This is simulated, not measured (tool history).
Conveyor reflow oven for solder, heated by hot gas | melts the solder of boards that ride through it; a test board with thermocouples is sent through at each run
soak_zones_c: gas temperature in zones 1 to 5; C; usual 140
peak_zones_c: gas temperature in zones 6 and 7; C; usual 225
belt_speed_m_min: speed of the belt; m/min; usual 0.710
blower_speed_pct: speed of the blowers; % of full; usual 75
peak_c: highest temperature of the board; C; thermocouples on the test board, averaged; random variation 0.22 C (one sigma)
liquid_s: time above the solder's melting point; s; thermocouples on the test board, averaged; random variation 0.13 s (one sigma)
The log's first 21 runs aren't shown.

run   hour  soak_zones_c  peak_zones_c  belt_speed_m_min  blower_speed_pct  peak_c  liquid_s
 22  333.8           133           225             0.698                75   212.6      42.4
 23  348.9           149           226             0.824                62   209.6      36.1
 24  364.6           149           226             0.824                62   209.8      36.4
 25  376.0           140           225             0.704                53   209.5      39.8
 26  388.2           140           225             0.789                53   205.6      32.3
 27  397.6           146           225             0.710                89   216.2      47.2
 28  419.3           146           225             0.710                89   216.2      47.7
 29  435.2           140           230             0.797                61   211.7      36.4
 30  446.0           141           238             0.646                76   227.9      56.4

Forecast each of these 4 alternatives for the next run:
  A  460.9           141           238             0.817                76       ?         ?
  B  460.9           128           227             0.646                76       ?         ?
  C  460.9           141           226             0.646                76       ?         ?
  D  460.9           140           225             0.716                76       ?         ?

run  peak_c  liquid_s
  A   221.7      41.2
  B   216.0      46.9
  C   217.0      51.3
  D   213.5      43.1
Without the tool's hidden state the same runs would have given:
run  peak_c  liquid_s
  A   221.7      41.3
  B   216.1      47.0
  C   217.1      51.3
  D   213.6      43.1
